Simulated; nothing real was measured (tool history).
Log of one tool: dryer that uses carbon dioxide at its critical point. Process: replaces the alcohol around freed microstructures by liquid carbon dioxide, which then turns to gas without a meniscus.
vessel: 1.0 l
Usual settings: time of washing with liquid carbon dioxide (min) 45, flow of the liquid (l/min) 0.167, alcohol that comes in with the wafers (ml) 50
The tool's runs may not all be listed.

run,hour,time of washing with liquid carbon dioxide (min),flow of the liquid (l/min),alcohol that comes in with the wafers (ml),alcohol left in the vessel before it's heated (ppm by volume)
1,0,45,0.167,50,222
2,4.8,45,0.125,50,628
3,12.2,45,0.167,50,213
4,18.5,45,0.146,50,376
5,26.2,45,0.146,50,352
6,30.7,45,0.154,50,291
7,37.5,45,0.154,50,304
8,46.5,45,0.154,57,328
9,55.1,45,0.154,57,348
10,64.5,45,0.154,57,346
11,71.1,45,0.154,57,346
12,79.6,45,0.167,50,243
13,86.7,45,0.167,56,265
14,91.8,45,0.167,33,202
15,96.7,45,0.167,33,208
16,105.3,45,0.167,50,265
17,112.1,35,0.167,50,644
18,116.9,35,0.117,27,1140
19,121.3,35,0.117,27,1154
# hour 125.3: inlet filter changed
20,130,49,0.224,35,118
21,137.6,33,0.281,56,145
22,142.2,33,0.281,56,142
23,146.6,46,0.167,55,209
24,153.6,45,0.138,50,379
25,159.2,69,0.172,34,128
26,167.9,31,0.236,105,371
27,174.4,52,0.182,26,135
28,182.9,31,0.164,112,1674
29,190.3,45,0.136,62,483
30,197.7,45,0.136,62,477
31,205.4,57,0.167,50,141

The same runs without the tool's hidden state, with the same run-to-run variation:
The hidden state here: flow that reaches the vessel past the clogged filter, %; alcohol in the recycled carbon dioxide, ppm; drift of the gauge itself on alcohol_ppm, %.
run,alcohol left in the vessel before it's heated (ppm by volume)
1,96
2,401
3,83
4,201
5,184
6,134
7,139
8,151
9,172
10,165
11,163
12,91
13,106
14,61
15,70
16,102
17,375
18,798
19,804
20,6
21,29
22,24
23,89
24,256
25,11
26,240
27,10
28,1506
29,342
30,337
31,12
